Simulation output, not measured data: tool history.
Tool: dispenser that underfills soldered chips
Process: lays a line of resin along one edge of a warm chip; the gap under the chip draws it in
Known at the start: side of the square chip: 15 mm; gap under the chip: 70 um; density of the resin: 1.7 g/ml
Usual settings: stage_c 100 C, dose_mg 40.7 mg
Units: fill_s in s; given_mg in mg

| run | hour | stage_c | dose_mg | fill_s | given_mg |
|---|---|---|---|---|---|
| 1 | 0.0 | 100 | 40.7 | 249.9 | 40.03 |
|  | 11.0 | new syringe of resin |
| 2 | 12.5 | 114 | 40.7 | 127.3 | 39.81 |
| 3 | 18.3 | 92 | 40.7 | 341.2 | 39.99 |
| 4 | 27.7 | 100 | 40.7 | 292.4 | 39.86 |
|  | 30.7 | new syringe of resin |
| 5 | 33.7 | 100 | 40.7 | 223.8 | 39.55 |
| 6 | 40.5 | 100 | 40.7 | 255.7 | 39.50 |
|  | 50.8 | new syringe of resin |
| 7 | 52.0 | 100 | 40.7 | 216.4 | 39.51 |
|  | 58.4 | dispensing valve cleaned and set on the balance |
| 8 | 65.7 | 100 | 40.7 | 278.2 | 40.48 |

Run 9 comes next. What will it give?
|  | 71.7 | new syringe of resin |
| 9 | 73.8 | 90 | 36.5 | ? | ? |

fill_s: 346.7 s
given_mg: 36.19 mg
Without the tool's hidden state the same run would have given fill_s 319.5 s, given_mg 36.51 mg.
